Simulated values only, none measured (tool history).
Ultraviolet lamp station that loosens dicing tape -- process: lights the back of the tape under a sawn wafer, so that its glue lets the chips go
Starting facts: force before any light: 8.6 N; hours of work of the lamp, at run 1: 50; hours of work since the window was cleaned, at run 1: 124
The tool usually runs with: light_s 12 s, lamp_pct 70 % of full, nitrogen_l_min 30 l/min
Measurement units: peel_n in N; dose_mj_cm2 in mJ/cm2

| run | hour | light_s | lamp_pct | nitrogen_l_min | hours of work of the lamp | hours of work since the window was cleaned | peel_n | dose_mj_cm2 |
|---|---|---|---|---|---|---|---|---|
| 1 | 0 | 12 | 70 | 30 | 50 | 124 | 0.448 | 212 |
| 2 | 28.8 | 12 | 70 | 30 | 67 | 141 | 0.443 | 211 |
| 3 | 80 | 12 | 67 | 30 | 97 | 171 | 0.496 | 195 |
| 4 | 144 | 12 | 70 | 30 | 134 | 208 | 0.491 | 196 |
| 5 | 188.9 | 12 | 70 | 30 | 160 | 235 | 0.52 | 199 |
| 6 | 229.9 | 12 | 70 | 30 | 185 | 259 | 0.501 | 194 |
| 7 | 289.8 | 12 | 67 | 30 | 220 | 294 | 0.563 | 182 |
| 8 | 345 | 12 | 98 | 30 | 252 | 326 | 0.319 | 264 |
| 9 | 380.8 | 12 | 72 | 30 | 273 | 347 | 0.536 | 187 |
|  | 384.8 | window cleaned of glue's vapour |
| 10 | 427.5 | 23 | 72 | 30 | 300 | 25 | 0.255 | 349 |
| 11 | 490.4 | 23 | 72 | 33 | 337 | 62 | 0.255 | 336 |
| 12 | 554.4 | 12 | 70 | 30 | 374 | 99 | 0.687 | 168 |
| 13 | 593.6 | 12 | 70 | 30 | 397 | 122 | 0.666 | 170 |
|  | 625.8 | window cleaned of glue's vapour, once more |
| 14 | 649.1 | 12 | 89 | 30 | 430 | 14 | 0.357 | 238 |
| 15 | 714.5 | 12 | 89 | 30 | 468 | 52 | 0.378 | 234 |
| 16 | 764.9 | 12 | 89 | 30 | 497 | 82 | 0.376 | 232 |
| 17 | 822.3 | 12 | 89 | 30 | 531 | 115 | 0.379 | 226 |
| 18 | 882.4 | 12 | 89 | 30 | 566 | 150 | 0.391 | 222 |
| 19 | 911.4 | 9 | 70 | 30 | 583 | 167 | 1.099 | 128 |
| 20 | 968.8 | 16 | 74 | 20 | 617 | 201 | 0.461 | 241 |
| 21 | 1026.1 | 10 | 73 | 30 | 651 | 235 | 0.902 | 144 |
| 22 | 1074.7 | 10 | 73 | 30 | 679 | 263 | 0.941 | 144 |
| 23 | 1119.2 | 10 | 86 | 32 | 705 | 289 | 0.676 | 163 |
| 24 | 1171 | 19 | 70 | 14 | 736 | 320 | 0.596 | 248 |
| 25 | 1207.1 | 14 | 70 | 16 | 757 | 341 | 0.984 | 181 |
| 26 | 1274.1 | 14 | 70 | 16 | 796 | 380 | 0.986 | 180 |
|  | 1306.1 | window cleaned of glue's vapour |
| 27 | 1325.8 | 16 | 90 | 20 | 826 | 12 | 0.367 | 276 |
| 28 | 1356.3 | 16 | 90 | 20 | 844 | 29 | 0.38 | 279 |
| 29 | 1424.4 | 16 | 90 | 20 | 884 | 69 | 0.373 | 271 |
| 30 | 1464.3 | 16 | 90 | 20 | 907 | 93 | 0.389 | 268 |
| 31 | 1517.5 | 6 | 78 | 20 | 938 | 124 | 2.593 | 83 |
| 32 | 1563.8 | 21 | 93 | 26 | 965 | 151 | 0.26 | 350 |

Alternative continuations, all from the tool just after run 32; predict every row:
| A | 1627.4 | 12 | 66 | 26 | 1003 | 188 | ? | ? |
| B | 1627.4 | 21 | 84 | 26 | 1003 | 188 | ? | ? |
| C | 1627.4 | 14 | 70 | 31 | 1003 | 188 | ? | ? |
| D | 1627.4 | 8 | 67 | 28 | 1003 | 188 | ? | ? |

| run | peel_n | dose_mj_cm2 |
|---|---|---|
| A | 1.135 | 136 |
| B | 0.28 | 307 |
| C | 0.666 | 172 |
| D | 1.993 | 94 |
Had the tool no hidden state, the same runs would have come out as:
| run | peel_n | dose_mj_cm2 |
|---|---|---|
| A | 0.523 | 205 |
| B | 0.229 | 460 |
| C | 0.33 | 258 |
| D | 1.031 | 141 |
